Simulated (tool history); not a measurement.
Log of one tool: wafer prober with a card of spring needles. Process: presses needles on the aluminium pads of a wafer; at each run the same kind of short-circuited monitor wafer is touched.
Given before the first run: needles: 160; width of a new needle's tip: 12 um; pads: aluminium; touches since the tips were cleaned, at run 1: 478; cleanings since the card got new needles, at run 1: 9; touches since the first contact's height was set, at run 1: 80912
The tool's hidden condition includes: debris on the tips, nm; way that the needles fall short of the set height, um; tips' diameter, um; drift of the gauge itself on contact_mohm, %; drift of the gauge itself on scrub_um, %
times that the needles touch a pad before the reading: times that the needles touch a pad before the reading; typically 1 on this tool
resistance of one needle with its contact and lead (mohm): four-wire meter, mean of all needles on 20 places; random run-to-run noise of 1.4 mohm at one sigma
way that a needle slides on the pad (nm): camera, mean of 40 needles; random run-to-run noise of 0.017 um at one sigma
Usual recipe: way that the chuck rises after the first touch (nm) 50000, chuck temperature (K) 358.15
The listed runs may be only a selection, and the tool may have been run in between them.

run	hour	way that the chuck rises after the first touch (nm)	chuck temperature (K)	times that the needles touch a pad before the reading	touches since the tips were cleaned	cleanings since the card got new needles	touches since the first contact's height was set	resistance of one needle with its contact and lead (mohm)	way that a needle slides on the pad (nm)
1	0	50000	358.15	1	478	9	80912	142	6610
# hour 19.6: tips cleaned on abrasive film
2	34.7	61000	358.15	1	6732	10	96334	209	8050
# hour 39.1: tips cleaned on abrasive film
# hour 60.2: tips cleaned on abrasive film
# hour 80.5: tips cleaned on abrasive film
3	95.6	50000	358.15	1	6721	13	123297	247	6580
# hour 100: tips cleaned on abrasive film
# hour 120: tips cleaned on abrasive film
# hour 140.8: tips cleaned on abrasive film
# hour 161.8: tips cleaned on abrasive film
4	172.9	50000	358.15	1	4942	17	157541	245	6530
# hour 180.5: tips cleaned on abrasive film
# hour 200.7: tips cleaned on abrasive film
# hour 222: tips cleaned on abrasive film
5	223.5	50000	314.15	1	663	20	179911	153	6520
# hour 240.1: tips cleaned on abrasive film
# hour 259.7: tips cleaned on abrasive film
6	259.7	50000	314.15	1	0	22	195931	124	6490
# hour 280.8: tips cleaned on abrasive film
# hour 289.6: height of the first contact set anew
# hour 301.9: tips cleaned on abrasive film
# hour 323.3: tips cleaned on abrasive film
7	339.5	50000	342.15	1	7227	25	22139	248	6670
# hour 343.8: tips cleaned on abrasive film
# hour 364.6: tips cleaned on abrasive film
# hour 385.3: tips cleaned on abrasive film
# hour 406.2: tips cleaned on abrasive film
# hour 423.3: tips cleaned on abrasive film
8	424.4	33000	358.15	1	481	30	59708	194	4360
# hour 441.5: tips cleaned on abrasive film
# hour 462.8: tips cleaned on abrasive film
# hour 482.5: tips cleaned on abrasive film
9	482.5	50000	301.15	2	0	33	85449	119	6620
# hour 502.9: tips cleaned on abrasive film
# hour 520: tips cleaned on abrasive film
# hour 537.4: tips cleaned on abrasive film
10	537.4	49000	356.15	2	0	36	109731	130	6450
# hour 558.4: tips cleaned on abrasive film
# hour 579.7: tips cleaned on abrasive film
# hour 600.7: tips cleaned on abrasive film
# hour 619.9: tips cleaned on abrasive film
11	619.9	67000	371.15	1	0	40	146310	128	8800
# hour 640.6: tips cleaned on abrasive film
# hour 661.4: tips cleaned on abrasive film
# hour 682.6: tips cleaned on abrasive film
12	682.6	67000	371.15	1	0	43	174068	125	8790
# hour 699.7: tips cleaned on abrasive film
# hour 718.5: tips cleaned on abrasive film
13	718.5	45000	358.15	1	0	45	189967	147	5830

What if the next run were any one of these 5? Each begins from the tool's condition after run 13:
# hour 739.8: tips cleaned on abrasive film
# hour 760.4: tips cleaned on abrasive film
# hour 760.7: height of the first contact set anew
# hour 781.5: tips cleaned on abrasive film
A	785.5	37000	324.15	2	1789	48	11020	?	?
# hour 739.8: tips cleaned on abrasive film
# hour 760.4: tips cleaned on abrasive film
# hour 760.7: height of the first contact set anew
# hour 781.5: tips cleaned on abrasive film
B	785.5	70000	358.15	3	1789	48	11020	?	?
# hour 739.8: tips cleaned on abrasive film
# hour 760.4: tips cleaned on abrasive film
# hour 760.7: height of the first contact set anew
# hour 781.5: tips cleaned on abrasive film
C	785.5	50000	301.15	2	1789	48	11020	?	?
# hour 739.8: tips cleaned on abrasive film
# hour 760.4: tips cleaned on abrasive film
# hour 760.7: height of the first contact set anew
# hour 781.5: tips cleaned on abrasive film
D	785.5	42000	358.15	1	1789	48	11020	?	?
# hour 739.8: tips cleaned on abrasive film
# hour 760.4: tips cleaned on abrasive film
# hour 760.7: height of the first contact set anew
# hour 781.5: tips cleaned on abrasive film
E	785.5	57000	358.15	1	1789	48	11020	?	?

run	resistance of one needle with its contact and lead (mohm)	way that a needle slides on the pad (nm)
A	197	4960
B	130	9340
C	160	6700
D	222	5580
E	172	7610
Take away the tool's hidden state, keep each run's random variation, and the runs would have read:
run	resistance of one needle with its contact and lead (mohm)	way that a needle slides on the pad (nm)
A	120	4960
B	115	9350
C	113	6710
D	125	5590
E	115	7620
